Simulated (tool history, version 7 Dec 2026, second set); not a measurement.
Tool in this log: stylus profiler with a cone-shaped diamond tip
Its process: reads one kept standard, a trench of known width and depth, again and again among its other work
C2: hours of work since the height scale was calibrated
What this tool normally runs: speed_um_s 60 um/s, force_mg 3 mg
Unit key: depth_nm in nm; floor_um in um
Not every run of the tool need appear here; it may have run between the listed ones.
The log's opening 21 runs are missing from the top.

run 22 hour=245.2 | speed_um_s=60 force_mg=3 | scans_with_this_tip=8055 C2=40 | depth_nm=204.3 floor_um=96.85
-- hour=251.9 height scale calibrated on a step standard, once more
run 23 hour=254.2 | speed_um_s=60 force_mg=3 | scans_with_this_tip=8104 C2=1 | depth_nm=203.21 floor_um=96.76
run 24 hour=269.9 | speed_um_s=111 force_mg=2.36 | scans_with_this_tip=8194 C2=9 | depth_nm=203.06 floor_um=96.55
run 25 hour=279.2 | speed_um_s=111 force_mg=2.36 | scans_with_this_tip=8248 C2=13 | depth_nm=203 floor_um=96.44
run 26 hour=289.9 | speed_um_s=164 force_mg=5.1 | scans_with_this_tip=8309 C2=18 | depth_nm=205.3 floor_um=96.53
run 27 hour=299.4 | speed_um_s=164 force_mg=5.1 | scans_with_this_tip=8363 C2=23 | depth_nm=204.79 floor_um=96.56
run 28 hour=306.5 | speed_um_s=47 force_mg=5.96 | scans_with_this_tip=8404 C2=26 | depth_nm=205.75 floor_um=96.88
run 29 hour=323 | speed_um_s=120 force_mg=1.9 | scans_with_this_tip=8499 C2=34 | depth_nm=202.65 floor_um=96.41
run 30 hour=337.7 | speed_um_s=120 force_mg=1.9 | scans_with_this_tip=8583 C2=41 | depth_nm=202.56 floor_um=96.36
run 31 hour=349 | speed_um_s=37 force_mg=5.04 | scans_with_this_tip=8648 C2=46 | depth_nm=205.1 floor_um=96.9
run 32 hour=359.3 | speed_um_s=16 force_mg=7.79 | scans_with_this_tip=8707 C2=51 | depth_nm=207.02 floor_um=96.97
run 33 hour=366.3 | speed_um_s=61 force_mg=6.54 | scans_with_this_tip=8747 C2=54 | depth_nm=206.07 floor_um=96.88
run 34 hour=379.6 | speed_um_s=52 force_mg=2.69 | scans_with_this_tip=8823 C2=61 | depth_nm=203.19 floor_um=96.79
run 35 hour=394.3 | speed_um_s=52 force_mg=2.69 | scans_with_this_tip=8908 C2=68 | depth_nm=203.21 floor_um=96.79
run 36 hour=409.8 | speed_um_s=188 force_mg=7.41 | scans_with_this_tip=8997 C2=75 | depth_nm=206.36 floor_um=96.46

Run 37 comes next. What will it give?
run 37 hour=421.8 | speed_um_s=34 force_mg=2.95 | scans_with_this_tip=9066 C2=81 | depth_nm=? floor_um=?

depth_nm: 203.4 nm
floor_um: 96.79 um
With the hidden condition absent and the run-to-run variation left alone, this run would have shown depth_nm 203.47 nm, floor_um 97.86 um.
